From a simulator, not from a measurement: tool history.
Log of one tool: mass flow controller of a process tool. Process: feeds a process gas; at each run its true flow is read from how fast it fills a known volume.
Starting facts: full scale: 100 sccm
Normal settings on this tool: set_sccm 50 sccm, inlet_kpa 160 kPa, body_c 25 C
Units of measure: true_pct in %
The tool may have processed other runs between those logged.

{"run": 1, "hour": 0.0, "set_sccm": 50, "inlet_kpa": 160, "body_c": 25, "true_pct": 99.96}
{"run": 2, "hour": 98.5, "set_sccm": 50, "inlet_kpa": 160, "body_c": 25, "true_pct": 99.87}
{"run": 3, "hour": 284.3, "set_sccm": 50, "inlet_kpa": 160, "body_c": 25, "true_pct": 99.85}
{"run": 4, "hour": 487.2, "set_sccm": 50, "inlet_kpa": 160, "body_c": 25, "true_pct": 99.91}
{"run": 5, "hour": 631.8, "set_sccm": 50, "inlet_kpa": 160, "body_c": 25, "true_pct": 100.1}
{"run": 6, "hour": 804.7, "set_sccm": 50, "inlet_kpa": 160, "body_c": 25, "true_pct": 99.85}
{"run": 7, "hour": 930.5, "set_sccm": 50, "inlet_kpa": 160, "body_c": 25, "true_pct": 99.95}
{"run": 8, "hour": 1146.4, "set_sccm": 10, "inlet_kpa": 182, "body_c": 37, "true_pct": 96.56}
{"run": 9, "hour": 1252.6, "set_sccm": 10, "inlet_kpa": 182, "body_c": 37, "true_pct": 96.42}
{"run": 10, "hour": 1451.9, "set_sccm": 50, "inlet_kpa": 142, "body_c": 30, "true_pct": 99.59}
{"run": 11, "hour": 1596.1, "set_sccm": 50, "inlet_kpa": 199, "body_c": 29, "true_pct": 99.64}

Run 12, settings as shown, results not yet in. Your forecast:
{"run": 12, "hour": 1756.3, "set_sccm": 78, "inlet_kpa": 160, "body_c": 37, "true_pct": "?"}

true_pct: 99.37 %
Had the tool carried no hidden state, the very same run would have given true_pct 98.19 %.

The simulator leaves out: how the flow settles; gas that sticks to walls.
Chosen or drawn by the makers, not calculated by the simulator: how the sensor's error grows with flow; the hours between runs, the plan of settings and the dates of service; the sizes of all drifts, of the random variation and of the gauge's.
